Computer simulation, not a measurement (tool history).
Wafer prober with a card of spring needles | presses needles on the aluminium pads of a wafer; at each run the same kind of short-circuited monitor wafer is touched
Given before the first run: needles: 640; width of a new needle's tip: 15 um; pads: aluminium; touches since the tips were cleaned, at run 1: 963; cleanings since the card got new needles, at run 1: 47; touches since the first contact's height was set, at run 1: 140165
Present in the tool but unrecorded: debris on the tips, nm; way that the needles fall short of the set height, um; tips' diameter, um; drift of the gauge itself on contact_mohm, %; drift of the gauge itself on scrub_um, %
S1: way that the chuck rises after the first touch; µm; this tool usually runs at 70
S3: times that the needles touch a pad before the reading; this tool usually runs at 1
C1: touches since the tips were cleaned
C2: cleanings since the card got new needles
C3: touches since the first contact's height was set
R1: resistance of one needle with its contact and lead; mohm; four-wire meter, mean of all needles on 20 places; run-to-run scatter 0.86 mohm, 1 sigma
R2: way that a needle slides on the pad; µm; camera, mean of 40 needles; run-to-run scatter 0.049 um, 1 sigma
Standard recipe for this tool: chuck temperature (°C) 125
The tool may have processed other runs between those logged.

Run 1, hour 0: usual settings; C1 963; C2 47; C3 140165. Result: R1 298.1 mohm, R2 15.61 µm.
At hour 6.1: tips cleaned on abrasive film.
Run 2, hour 14.1: usual settings; C1 2562; C2 48; C3 144636. Result: R1 302.8 mohm, R2 15.64 µm.
At hour 14.8: tips cleaned on abrasive film.
At hour 23.6: tips cleaned on abrasive film.
Run 3, hour 28: usual settings; C1 1405; C2 50; C3 149031. Result: R1 299 mohm, R2 15.62 µm.
At hour 32.5: tips cleaned on abrasive film.
At hour 42: tips cleaned on abrasive film.
Run 4, hour 42.8: usual settings but chuck temperature (°C) 72; C1 248; C2 52; C3 153721. Result: R1 280.1 mohm, R2 15.64 µm.
At hour 51.7: tips cleaned on abrasive film.
Run 5, hour 56.8: usual settings but chuck temperature (°C) 72; C1 1622; C2 53; C3 158165. Result: R1 286.4 mohm, R2 15.54 µm.
At hour 60.7: tips cleaned on abrasive film.
Run 6, hour 66.4: usual settings but chuck temperature (°C) 72; C1 1821; C2 54; C3 161221. Result: R1 286.4 mohm, R2 15.57 µm.
At hour 70.5: tips cleaned on abrasive film.
Run 7, hour 74.7: usual settings but chuck temperature (°C) 72; C1 1361; C2 55; C3 163852. Result: R1 285.3 mohm, R2 15.63 µm.
At hour 79.9: tips cleaned on abrasive film.
Run 8, hour 85.9: usual settings but S3 2; C1 1918; C2 56; C3 167408. Result: R1 296.4 mohm, R2 15.54 µm.
At hour 89.8: tips cleaned on abrasive film.
At hour 99.7: tips cleaned on abrasive film.
Run 9, hour 100.5: usual settings but S3 2; C1 257; C2 58; C3 172019. Result: R1 292.6 mohm, R2 15.55 µm.
Run 10, hour 106.9: usual settings; C1 2301; C2 58; C3 174063. Result: R1 302.7 mohm, R2 15.48 µm.
At hour 108.9: tips cleaned on abrasive film.
Run 11, hour 114.6: usual settings; C1 1829; C2 59; C3 176507. Result: R1 299.7 mohm, R2 15.5 µm.
At hour 117.8: tips cleaned on abrasive film.
At hour 126.4: tips cleaned on abrasive film.
Run 12, hour 129.1: usual settings; C1 850; C2 61; C3 181080. Result: R1 296.7 mohm, R2 15.46 µm.
At hour 135.7: tips cleaned on abrasive film.
Run 13, hour 136.2: usual settings; C1 140; C2 62; C3 183312. Result: R1 294.7 mohm, R2 15.44 µm.
At hour 145: tips cleaned on abrasive film.
Run 14, hour 149.1: usual settings; C1 1310; C2 63; C3 187429. Result: R1 299.5 mohm, R2 15.56 µm.
At hour 150.8: height of the first contact set anew.
At hour 154.5: tips cleaned on abrasive film.
At hour 164.2: tips cleaned on abrasive film.
Run 15, hour 165.2: usual settings but S1 86 µm, chuck temperature (°C) 29; C1 348; C2 65; C3 4567. Result: R1 267.1 mohm, R2 18.98 µm.
At hour 172.9: tips cleaned on abrasive film.
Run 16, hour 177: usual settings but chuck temperature (°C) 28, S3 3; C1 1302; C2 66; C3 8289. Result: R1 267.9 mohm, R2 15.33 µm.
At hour 182.7: tips cleaned on abrasive film.
Run 17, hour 191.2: usual settings but S1 77 µm, chuck temperature (°C) 28; C1 2701; C2 67; C3 12807. Result: R1 276 mohm, R2 16.92 µm.
At hour 192.2: height of the first contact set anew, once more.
At hour 192.3: tips cleaned on abrasive film.
At hour 201.2: tips cleaned on abrasive film.
Run 18, hour 205: usual settings but S1 77 µm, chuck temperature (°C) 42; C1 1204; C2 69; C3 4012. Result: R1 272.6 mohm, R2 18 µm.
At hour 210.8: tips cleaned on abrasive film.
Run 19, hour 212: usual settings but S1 69 µm, chuck temperature (°C) 42; C1 364; C2 70; C3 6228. Result: R1 271.5 mohm, R2 16.07 µm.
At hour 220.7: tips cleaned on abrasive film.
Run 20, hour 224.1: usual settings but S1 64 µm, chuck temperature (°C) 43, S3 2; C1 1088; C2 71; C3 10091. Result: R1 273 mohm, R2 14.75 µm.
At hour 229.5: tips cleaned on abrasive film.
Run 21, hour 234.9: usual settings but S1 86 µm, chuck temperature (°C) 121; C1 1725; C2 72; C3 13522. Result: R1 293.7 mohm, R2 19.96 µm.
At hour 238.9: tips cleaned on abrasive film.
Run 22, hour 243.2: usual settings but S1 67 µm, chuck temperature (°C) 82, S3 2; C1 1367; C2 73; C3 16135. Result: R1 284.6 mohm, R2 15.56 µm.
At hour 248.3: tips cleaned on abrasive film.
Run 23, hour 254.3: usual settings but S1 54 µm, chuck temperature (°C) 100, S3 3; C1 1910; C2 74; C3 19668. Result: R1 292.7 mohm, R2 12.46 µm.

Predict each of these 3 candidate next runs independently; none follows another, all start after run 23:
At hour 257.2: tips cleaned on abrasive film.
At hour 266.5: tips cleaned on abrasive film.
Run A, hour 267.1: usual settings but S1 55 µm, chuck temperature (°C) 100, S3 3; C1 182; C2 76; C3 23690. Result: R1 ?, R2 ?.
At hour 257.2: tips cleaned on abrasive film.
At hour 266.5: tips cleaned on abrasive film.
Run B, hour 267.1: usual settings but S1 62 µm, chuck temperature (°C) 51; C1 182; C2 76; C3 23690. Result: R1 ?, R2 ?.
At hour 257.2: tips cleaned on abrasive film.
At hour 266.5: tips cleaned on abrasive film.
Run C, hour 267.1: usual settings but S1 73 µm, chuck temperature (°C) 100, S3 3; C1 182; C2 76; C3 23690. Result: R1 ?, R2 ?.

run     R1     R2
  A  287.9  12.68
  B  274.8  14.37
  C  285.7  16.88
Without the tool's unlogged condition, the same runs would have read:
run     R1     R2
  A  285.9   12.8
  B  271.4  14.49
  C  284.4  17.01

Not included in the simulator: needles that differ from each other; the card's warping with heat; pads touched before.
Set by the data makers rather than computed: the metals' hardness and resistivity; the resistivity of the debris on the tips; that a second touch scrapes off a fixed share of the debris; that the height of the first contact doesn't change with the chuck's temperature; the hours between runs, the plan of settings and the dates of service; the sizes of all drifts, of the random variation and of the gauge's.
